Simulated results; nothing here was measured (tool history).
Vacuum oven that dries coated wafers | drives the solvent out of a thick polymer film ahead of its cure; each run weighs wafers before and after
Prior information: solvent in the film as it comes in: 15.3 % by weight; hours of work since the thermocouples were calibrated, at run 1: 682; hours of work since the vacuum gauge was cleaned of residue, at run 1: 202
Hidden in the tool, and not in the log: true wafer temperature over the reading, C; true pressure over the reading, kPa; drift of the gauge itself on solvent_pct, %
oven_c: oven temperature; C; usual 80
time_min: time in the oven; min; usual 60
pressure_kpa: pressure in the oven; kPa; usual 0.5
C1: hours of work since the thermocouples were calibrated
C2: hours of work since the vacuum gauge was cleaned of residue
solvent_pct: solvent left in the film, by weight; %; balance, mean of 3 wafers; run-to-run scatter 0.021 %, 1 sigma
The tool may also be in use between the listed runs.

Run 1, hour 0: usual settings; C1 682; C2 202. Result: solvent_pct 1.26 %.
Run 2, hour 9.6: usual settings but oven_c 70 C; C1 689; C2 209. Result: solvent_pct 3.69 %.
Run 3, hour 18.2: usual settings but oven_c 70 C; C1 695; C2 215. Result: solvent_pct 3.61 %.
Run 4, hour 25.4: usual settings but pressure_kpa 0.254 kPa; C1 701; C2 221. Result: solvent_pct 1.14 %.
Run 5, hour 35.1: usual settings; C1 708; C2 228. Result: solvent_pct 1.26 %.
Run 6, hour 47.9: usual settings but oven_c 75 C; C1 718; C2 238. Result: solvent_pct 2.27 %.
Run 7, hour 57.3: usual settings but oven_c 75 C; C1 725; C2 245. Result: solvent_pct 2.3 %.
Run 8, hour 65.3: usual settings but oven_c 75 C; C1 731; C2 251. Result: solvent_pct 2.24 %.
Run 9, hour 75.7: usual settings but pressure_kpa 0.812 kPa; C1 739; C2 259. Result: solvent_pct 1.36 %.
Run 10, hour 87.3: usual settings but oven_c 74 C, pressure_kpa 0.812 kPa; C1 747; C2 267. Result: solvent_pct 2.7 %.
Run 11, hour 94.8: usual settings but oven_c 92 C; C1 753; C2 273. Result: solvent_pct 0.22 %.
Run 12, hour 103.9: usual settings but oven_c 92 C; C1 760; C2 280. Result: solvent_pct 0.22 %.
At hour 106.7: vacuum gauge cleaned of residue and calibrated.
Run 13, hour 111.1: usual settings but oven_c 79 C, time_min 68 min, pressure_kpa 0.297 kPa; C1 764; C2 3. Result: solvent_pct 1.01 %.
Run 14, hour 118.5: usual settings but oven_c 94 C, time_min 42 min, pressure_kpa 0.549 kPa; C1 770; C2 9. Result: solvent_pct 0.37 %.
Run 15, hour 125.9: usual settings but oven_c 69 C, time_min 37 min, pressure_kpa 0.549 kPa; C1 775; C2 14. Result: solvent_pct 6.11 %.
Run 16, hour 132.6: usual settings but oven_c 69 C, time_min 37 min, pressure_kpa 0.549 kPa; C1 780; C2 19. Result: solvent_pct 6.17 %.
Run 17, hour 143: usual settings but time_min 80 min; C1 788; C2 27. Result: solvent_pct 0.7 %.
Run 18, hour 150.6: usual settings but time_min 45 min, pressure_kpa 1.425 kPa; C1 794; C2 33. Result: solvent_pct 2.53 %.
At hour 157: vacuum gauge cleaned of residue and calibrated, once more.
Run 19, hour 158.1: usual settings but oven_c 68 C, time_min 45 min, pressure_kpa 0.335 kPa; C1 798; C2 1. Result: solvent_pct 5.45 %.

Forecast each of these 3 alternatives for the next run:
Run A, hour 170.7: usual settings but pressure_kpa 1.757 kPa; C1 808; C2 10. Result: solvent_pct ?.
Run B, hour 170.7: usual settings but oven_c 69 C, time_min 33 min, pressure_kpa 0.629 kPa; C1 808; C2 10. Result: solvent_pct ?.
Run C, hour 170.7: usual settings but time_min 62 min, pressure_kpa 0.295 kPa; C1 808; C2 10. Result: solvent_pct ?.

run  solvent_pct
  A          1.8
  B         6.64
  C          1.1
Take away the tool's hidden state, keep each run's random variation, and the runs would have read:
run  solvent_pct
  A         1.67
  B         6.43
  C         0.98
